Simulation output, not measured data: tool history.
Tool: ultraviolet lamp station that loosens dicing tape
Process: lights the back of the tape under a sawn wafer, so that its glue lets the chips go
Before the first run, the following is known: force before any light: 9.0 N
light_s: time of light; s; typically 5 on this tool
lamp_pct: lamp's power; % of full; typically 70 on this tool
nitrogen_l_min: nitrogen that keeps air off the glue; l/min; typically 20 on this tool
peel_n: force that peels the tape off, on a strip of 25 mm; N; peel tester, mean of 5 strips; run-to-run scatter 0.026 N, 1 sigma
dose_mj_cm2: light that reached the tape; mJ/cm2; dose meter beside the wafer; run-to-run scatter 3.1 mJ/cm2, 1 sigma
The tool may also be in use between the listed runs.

run 1 hour=0.0 | light_s=5 lamp_pct=70 nitrogen_l_min=20 | peel_n=1.485 dose_mj_cm2=439
run 2 hour=11.5 | light_s=5 lamp_pct=70 nitrogen_l_min=20 | peel_n=1.486 dose_mj_cm2=441
run 3 hour=32.5 | light_s=5 lamp_pct=70 nitrogen_l_min=20 | peel_n=1.485 dose_mj_cm2=440
run 4 hour=59.0 | light_s=5 lamp_pct=70 nitrogen_l_min=20 | peel_n=1.508 dose_mj_cm2=432
run 5 hour=73.5 | light_s=5 lamp_pct=70 nitrogen_l_min=20 | peel_n=1.541 dose_mj_cm2=428
run 6 hour=93.0 | light_s=5 lamp_pct=94 nitrogen_l_min=20 | peel_n=0.874 dose_mj_cm2=576
run 7 hour=105.1 | light_s=5 lamp_pct=94 nitrogen_l_min=20 | peel_n=0.913 dose_mj_cm2=575
run 8 hour=124.0 | light_s=5 lamp_pct=94 nitrogen_l_min=20 | peel_n=0.963 dose_mj_cm2=576
run 9 hour=140.2 | light_s=5 lamp_pct=75 nitrogen_l_min=20 | peel_n=1.420 dose_mj_cm2=449
run 10 hour=153.4 | light_s=5 lamp_pct=70 nitrogen_l_min=16 | peel_n=1.848 dose_mj_cm2=416
run 11 hour=175.0 | light_s=5 lamp_pct=70 nitrogen_l_min=13 | peel_n=2.120 dose_mj_cm2=419
run 12 hour=186.9 | light_s=5 lamp_pct=70 nitrogen_l_min=13 | peel_n=2.218 dose_mj_cm2=416
run 13 hour=197.8 | light_s=5 lamp_pct=70 nitrogen_l_min=20 | peel_n=1.571 dose_mj_cm2=413
run 14 hour=224.4 | light_s=5 lamp_pct=84 nitrogen_l_min=20 | peel_n=1.206 dose_mj_cm2=497
run 15 hour=239.2 | light_s=5 lamp_pct=68 nitrogen_l_min=13 | peel_n=2.227 dose_mj_cm2=398
-- hour=242.2 window cleaned of glue's vapour
run 16 hour=256.9 | light_s=2 lamp_pct=75 nitrogen_l_min=11 | peel_n=5.157 dose_mj_cm2=175
run 17 hour=281.7 | light_s=2 lamp_pct=75 nitrogen_l_min=11 | peel_n=5.189 dose_mj_cm2=174
run 18 hour=299.8 | light_s=2 lamp_pct=65 nitrogen_l_min=11 | peel_n=5.419 dose_mj_cm2=149
run 19 hour=324.4 | light_s=2 lamp_pct=65 nitrogen_l_min=11 | peel_n=5.585 dose_mj_cm2=147
run 20 hour=336.7 | light_s=4 lamp_pct=65 nitrogen_l_min=36 | peel_n=1.951 dose_mj_cm2=296
run 21 hour=362.7 | light_s=9 lamp_pct=76 nitrogen_l_min=7 | peel_n=1.279 dose_mj_cm2=777
run 22 hour=377.5 | light_s=9 lamp_pct=76 nitrogen_l_min=7 | peel_n=1.210 dose_mj_cm2=762
-- hour=380.4 window cleaned of glue's vapour, once more
run 23 hour=398.9 | light_s=6 lamp_pct=63 nitrogen_l_min=7 | peel_n=2.578 dose_mj_cm2=460
run 24 hour=409.9 | light_s=2 lamp_pct=98 nitrogen_l_min=28 | peel_n=2.908 dose_mj_cm2=236
run 25 hour=423.6 | light_s=3 lamp_pct=74 nitrogen_l_min=6 | peel_n=4.569 dose_mj_cm2=268
run 26 hour=441.6 | light_s=3 lamp_pct=74 nitrogen_l_min=6 | peel_n=4.689 dose_mj_cm2=263
run 27 hour=455.6 | light_s=5 lamp_pct=64 nitrogen_l_min=11 | peel_n=2.628 dose_mj_cm2=381

3 options for the next run, each taken on its own from the tool as it stands now. Forecast them:
run A hour=471.1 | light_s=4 lamp_pct=64 nitrogen_l_min=11 | peel_n=? dose_mj_cm2=?
run B hour=471.1 | light_s=3 lamp_pct=67 nitrogen_l_min=11 | peel_n=? dose_mj_cm2=?
run C hour=471.1 | light_s=5 lamp_pct=68 nitrogen_l_min=9 | peel_n=? dose_mj_cm2=?

run=A peel_n=3.421 dose_mj_cm2=305
run=B peel_n=4.144 dose_mj_cm2=243
run=C peel_n=2.654 dose_mj_cm2=409
The same runs, with their run-to-run variation unchanged, on a tool lacking any hidden condition would have given:
run=A peel_n=2.989 dose_mj_cm2=348
run=B peel_n=3.721 dose_mj_cm2=277
run=C peel_n=2.260 dose_mj_cm2=466
